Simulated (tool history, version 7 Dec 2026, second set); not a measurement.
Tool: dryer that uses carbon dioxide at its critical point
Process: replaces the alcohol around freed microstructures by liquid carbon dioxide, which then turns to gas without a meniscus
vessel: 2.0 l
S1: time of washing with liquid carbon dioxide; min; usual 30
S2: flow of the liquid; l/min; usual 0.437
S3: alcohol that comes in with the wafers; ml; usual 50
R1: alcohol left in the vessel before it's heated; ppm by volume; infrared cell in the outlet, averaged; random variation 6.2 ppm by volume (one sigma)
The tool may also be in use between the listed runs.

run 1 hour=0.0 | S1=30 S2=0.437 S3=50 | R1=292
run 2 hour=6.6 | S1=30 S2=0.437 S3=29 | R1=169
run 3 hour=12.6 | S1=30 S2=0.437 S3=29 | R1=162
run 4 hour=18.1 | S1=22 S2=0.437 S3=50 | R1=914
run 5 hour=26.5 | S1=34 S2=0.437 S3=50 | R1=159
run 6 hour=34.2 | S1=34 S2=0.437 S3=50 | R1=155
run 7 hour=41.9 | S1=34 S2=0.437 S3=50 | R1=167
run 8 hour=51.1 | S1=34 S2=0.437 S3=66 | R1=220
run 9 hour=59.7 | S1=26 S2=0.437 S3=50 | R1=541
run 10 hour=66.1 | S1=26 S2=0.437 S3=50 | R1=508
run 11 hour=71.7 | S1=30 S2=0.437 S3=50 | R1=279
run 12 hour=75.5 | S1=30 S2=0.437 S3=50 | R1=291
run 13 hour=84.4 | S1=28 S2=0.437 S3=50 | R1=397
run 14 hour=91.8 | S1=28 S2=0.437 S3=50 | R1=394
run 15 hour=100.4 | S1=28 S2=0.437 S3=50 | R1=390
run 16 hour=105.6 | S1=30 S2=0.437 S3=50 | R1=302
run 17 hour=111.9 | S1=30 S2=0.437 S3=50 | R1=296
run 18 hour=116.2 | S1=30 S2=0.532 S3=50 | R1=119
run 19 hour=121.8 | S1=30 S2=0.532 S3=50 | R1=111
run 20 hour=130.4 | S1=37 S2=0.532 S3=50 | R1=41
run 21 hour=138.3 | S1=30 S2=0.437 S3=50 | R1=296
run 22 hour=142.8 | S1=30 S2=0.437 S3=50 | R1=301
run 23 hour=147.9 | S1=24 S2=0.437 S3=50 | R1=719
run 24 hour=152.3 | S1=19 S2=0.352 S3=64 | R1=3329
run 25 hour=158.4 | S1=30 S2=0.437 S3=115 | R1=657
run 26 hour=162.5 | S1=38 S2=0.662 S3=50 | R1=27
run 27 hour=169.0 | S1=38 S2=0.662 S3=50 | R1=17
run 28 hour=176.9 | S1=38 S2=0.662 S3=50 | R1=21
run 29 hour=182.1 | S1=32 S2=0.437 S3=117 | R1=518
run 30 hour=188.6 | S1=19 S2=0.730 S3=21 | R1=112
run 31 hour=197.7 | S1=29 S2=0.730 S3=21 | R1=25
run 32 hour=202.6 | S1=27 S2=0.379 S3=35 | R1=552
run 33 hour=211.1 | S1=30 S2=0.437 S3=117 | R1=689
run 34 hour=214.9 | S1=30 S2=0.437 S3=117 | R1=667
run 35 hour=219.4 | S1=30 S2=0.263 S3=54 | R1=1834
run 36 hour=226.8 | S1=30 S2=0.437 S3=20 | R1=130
run 37 hour=233.1 | S1=30 S2=0.437 S3=20 | R1=116
run 38 hour=238.7 | S1=30 S2=0.435 S3=27 | R1=170
run 39 hour=244.4 | S1=21 S2=0.483 S3=44 | R1=720
run 40 hour=251.8 | S1=24 S2=0.389 S3=32 | R1=685
run 41 hour=258.2 | S1=31 S2=0.367 S3=50 | R1=531
run 42 hour=265.9 | S1=39 S2=0.563 S3=51 | R1=28
run 43 hour=270.9 | S1=24 S2=0.569 S3=46 | R1=229
run 44 hour=276.6 | S1=24 S2=0.569 S3=46 | R1=239

Measured less the same run without the tool's hidden state. The same run-to-run variation is in both; the gauge's scatter may not be:
The hidden state here: flow that reaches the vessel past the clogged filter, %; alcohol in the recycled carbon dioxide, ppm; drift of the gauge itself on alcohol_ppm, %.
run=1 R1=+39
run=2 R1=+24
run=3 R1=+24
run=4 R1=+88
run=5 R1=+27
run=6 R1=+27
run=7 R1=+28
run=8 R1=+36
run=9 R1=+67
run=10 R1=+65
run=11 R1=+43
run=12 R1=+45
run=13 R1=+56
run=14 R1=+56
run=15 R1=+58
run=16 R1=+47
run=17 R1=+48
run=18 R1=+27
run=19 R1=+26
run=20 R1=+15
run=21 R1=+50
run=22 R1=+50
run=23 R1=+92
run=24 R1=+270
run=25 R1=+105
run=26 R1=+10
run=27 R1=+10
run=28 R1=+11
run=29 R1=+91
run=30 R1=+25
run=31 R1=+13
run=32 R1=+79
run=33 R1=+118
run=34 R1=+116
run=35 R1=+194
run=36 R1=+29
run=37 R1=+29
run=38 R1=+38
run=39 R1=+104
run=40 R1=+94
run=41 R1=+88
run=42 R1=+16
run=43 R1=+51
run=44 R1=+52
